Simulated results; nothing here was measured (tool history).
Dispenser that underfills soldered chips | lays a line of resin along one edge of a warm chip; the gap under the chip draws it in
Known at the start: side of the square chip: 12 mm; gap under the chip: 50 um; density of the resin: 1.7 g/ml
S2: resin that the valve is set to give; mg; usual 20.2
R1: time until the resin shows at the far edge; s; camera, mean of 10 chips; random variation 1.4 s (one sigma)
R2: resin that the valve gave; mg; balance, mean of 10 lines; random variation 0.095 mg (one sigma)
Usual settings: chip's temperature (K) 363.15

Run 1, day 0.000: usual settings. Result: R1 154.6 s, R2 19.14 mg.
Run 2, day 0.271: usual settings. Result: R1 200.6 s, R2 19.25 mg.
At day 0.304: new syringe of resin.
Run 3, day 0.400: usual settings. Result: R1 149.9 s, R2 19.13 mg.
Run 4, day 0.583: usual settings. Result: R1 178.5 s, R2 19.00 mg.
At day 0.712: new syringe of resin.
Run 5, day 0.738: usual settings. Result: R1 143.3 s, R2 19.01 mg.
Run 6, day 0.862: usual settings. Result: R1 163.4 s, R2 18.94 mg.
Run 7, day 1.054: usual settings but S2 18.5 mg. Result: R1 196.9 s, R2 17.53 mg.
At day 1.133: new syringe of resin.
Run 8, day 1.312: usual settings but S2 18.5 mg. Result: R1 169.4 s, R2 17.43 mg.
Run 9, day 1.450: usual settings but S2 18.5 mg. Result: R1 190.7 s, R2 17.22 mg.

Run 10 comes next. What will it give?
At day 1.546: new syringe of resin.
Run 10, day 1.692: usual settings but S2 18.5 mg. Result: R1 ?, R2 ?.

{"run 10": {"R1": 161.2, "R2": 17.32}}
Without the tool's hidden state the same run would have given R1 138.7 s, R2 18.55 mg.
